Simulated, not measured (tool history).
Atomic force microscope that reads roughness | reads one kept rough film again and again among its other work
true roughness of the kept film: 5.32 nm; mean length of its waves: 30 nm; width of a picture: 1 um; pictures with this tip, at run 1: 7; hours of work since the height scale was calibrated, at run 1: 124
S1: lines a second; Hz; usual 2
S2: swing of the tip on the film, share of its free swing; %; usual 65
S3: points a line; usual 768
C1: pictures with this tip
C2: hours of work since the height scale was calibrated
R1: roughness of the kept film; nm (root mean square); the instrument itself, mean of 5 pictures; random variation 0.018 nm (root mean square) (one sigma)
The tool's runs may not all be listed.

Run 1, hour 0: usual settings; C1 7; C2 124. Result: R1 4.26 nm (root mean square).
Run 2, hour 6.2: usual settings; C1 17; C2 128. Result: R1 4.143 nm (root mean square).
Run 3, hour 16: usual settings; C1 32; C2 134. Result: R1 4.032 nm (root mean square).
Run 4, hour 27.9: usual settings; C1 51; C2 141. Result: R1 3.907 nm (root mean square).
Run 5, hour 35.7: usual settings but S1 0.91 Hz; C1 63; C2 146. Result: R1 3.987 nm (root mean square).
Run 6, hour 45.7: usual settings but S1 0.9 Hz; C1 79; C2 152. Result: R1 3.869 nm (root mean square).
Run 7, hour 51.3: usual settings but S1 0.9 Hz; C1 88; C2 156. Result: R1 3.816 nm (root mean square).
Run 8, hour 60.3: usual settings but S1 0.9 Hz; C1 102; C2 161. Result: R1 3.738 nm (root mean square).
At hour 66.7: new tip fitted.
Run 9, hour 69.2: usual settings but S1 3.25 Hz; C1 4; C2 166. Result: R1 4.109 nm (root mean square).
Run 10, hour 74.5: usual settings but S1 3.25 Hz; C1 12; C2 170. Result: R1 4.059 nm (root mean square).
Run 11, hour 80.9: usual settings but S1 3.25 Hz; C1 22; C2 174. Result: R1 3.957 nm (root mean square).
Run 12, hour 88.8: usual settings but S2 64 %; C1 34; C2 179. Result: R1 4.075 nm (root mean square).
Run 13, hour 97.2: usual settings but S1 1.78 Hz; C1 48; C2 184. Result: R1 3.97 nm (root mean square).
Run 14, hour 104.2: usual settings but S1 1.78 Hz; C1 59; C2 188. Result: R1 3.875 nm (root mean square).
Run 15, hour 109.3: usual settings but S1 1.78 Hz; C1 67; C2 191. Result: R1 3.839 nm (root mean square).
Run 16, hour 115: usual settings but S3 813; C1 76; C2 195. Result: R1 3.755 nm (root mean square).
Run 17, hour 120.7: usual settings but S2 75 %; C1 84; C2 198. Result: R1 3.536 nm (root mean square).
Run 18, hour 131.4: usual settings but S2 75 %; C1 101; C2 205. Result: R1 3.446 nm (root mean square).
Run 19, hour 137.3: usual settings; C1 110; C2 209. Result: R1 3.541 nm (root mean square).
At hour 138.6: new tip fitted.
Run 20, hour 147.1: usual settings but S3 704; C1 13; C2 214. Result: R1 4.181 nm (root mean square).
Run 21, hour 153.1: usual settings but S3 704; C1 23; C2 218. Result: R1 4.084 nm (root mean square).
Run 22, hour 161.7: usual settings but S1 3.67 Hz; C1 36; C2 223. Result: R1 3.868 nm (root mean square).
Run 23, hour 168: usual settings but S3 534; C1 46; C2 227. Result: R1 3.921 nm (root mean square).
Run 24, hour 173.2: usual settings but S3 534; C1 54; C2 231. Result: R1 3.889 nm (root mean square).
Run 25, hour 180.1: usual settings but S1 1.36 Hz, S2 60 %, S3 521; C1 65; C2 235. Result: R1 3.921 nm (root mean square).
Run 26, hour 185.9: usual settings but S1 1.74 Hz, S2 60 %, S3 617; C1 74; C2 238. Result: R1 3.844 nm (root mean square).
Run 27, hour 194.7: usual settings but S1 1.74 Hz, S2 60 %, S3 617; C1 88; C2 244. Result: R1 3.758 nm (root mean square).
Run 28, hour 203.1: usual settings but S1 1.74 Hz, S2 60 %, S3 617; C1 101; C2 249. Result: R1 3.68 nm (root mean square).
At hour 205.1: height scale calibrated on a step standard.
At hour 211.1: new tip fitted.
Run 29, hour 213.2: usual settings but S1 0.57 Hz, S2 87 %, S3 511; C1 3; C2 5. Result: R1 4.304 nm (root mean square).
Run 30, hour 222.3: usual settings but S1 0.87 Hz, S2 87 %, S3 511; C1 18; C2 10. Result: R1 4.123 nm (root mean square).
Run 31, hour 234: usual settings but S1 0.87 Hz, S2 87 %, S3 511; C1 36; C2 18. Result: R1 3.964 nm (root mean square).
Run 32, hour 243.1: usual settings but S1 0.87 Hz, S2 87 %, S3 511; C1 50; C2 23. Result: R1 3.873 nm (root mean square).
Run 33, hour 250.4: usual settings but S2 62 %, S3 911; C1 62; C2 28. Result: R1 3.942 nm (root mean square).
Run 34, hour 261.8: usual settings but S2 79 %, S3 639; C1 79; C2 35. Result: R1 3.559 nm (root mean square).
Run 35, hour 271: usual settings but S1 0.96 Hz, S2 64 %, S3 1007; C1 94; C2 40. Result: R1 3.806 nm (root mean square).
At hour 277.8: height scale calibrated on a step standard, once more.
Run 36, hour 278.3: usual settings but S1 0.96 Hz, S2 64 %, S3 1007; C1 104; C2 0. Result: R1 3.722 nm (root mean square).
At hour 283.2: new tip fitted.
Run 37, hour 289.1: usual settings but S1 3.07 Hz, S3 352; C1 9; C2 7. Result: R1 4.068 nm (root mean square).
Run 38, hour 300.5: usual settings; C1 27; C2 14. Result: R1 4.126 nm (root mean square).
Run 39, hour 310.7: usual settings; C1 43; C2 20. Result: R1 3.997 nm (root mean square).
Run 40, hour 316.7: usual settings but S1 1.27 Hz, S3 771; C1 52; C2 24. Result: R1 3.989 nm (root mean square).
Run 41, hour 322.9: usual settings but S1 2.59 Hz, S3 771; C1 62; C2 28. Result: R1 3.786 nm (root mean square).
Run 42, hour 329: usual settings but S1 2.59 Hz, S3 771; C1 71; C2 31. Result: R1 3.748 nm (root mean square).
Run 43, hour 334.7: usual settings but S3 312; C1 80; C2 35. Result: R1 3.699 nm (root mean square).
Run 44, hour 340.5: usual settings but S1 2.81 Hz, S2 71 %, S3 424; C1 90; C2 39. Result: R1 3.463 nm (root mean square).
Run 45, hour 350.9: usual settings but S1 2.81 Hz, S2 71 %, S3 424; C1 106; C2 45. Result: R1 3.389 nm (root mean square).
At hour 354.9: new tip fitted.
Run 46, hour 359: usual settings but S1 2.81 Hz, S2 71 %, S3 424; C1 7; C2 50. Result: R1 3.986 nm (root mean square).
Run 47, hour 368.3: usual settings but S1 1.97 Hz, S2 68 %, S3 283; C1 21; C2 55. Result: R1 4.033 nm (root mean square).

Forecast each of these 3 alternatives for the next run:
Run A, hour 373.3: usual settings but S1 1.97 Hz, S2 68 %, S3 512; C1 29; C2 59. Result: R1 ?.
Run B, hour 373.3: usual settings but S3 500; C1 29; C2 59. Result: R1 ?.
Run C, hour 373.3: usual settings but S1 1.97 Hz, S2 68 %, S3 769; C1 29; C2 59. Result: R1 ?.

run     R1
  A  4.033
  B  4.086
  C  4.026
Without the tool's hidden state the same runs would have given:
run     R1
  A  4.268
  B  4.323
  C   4.26

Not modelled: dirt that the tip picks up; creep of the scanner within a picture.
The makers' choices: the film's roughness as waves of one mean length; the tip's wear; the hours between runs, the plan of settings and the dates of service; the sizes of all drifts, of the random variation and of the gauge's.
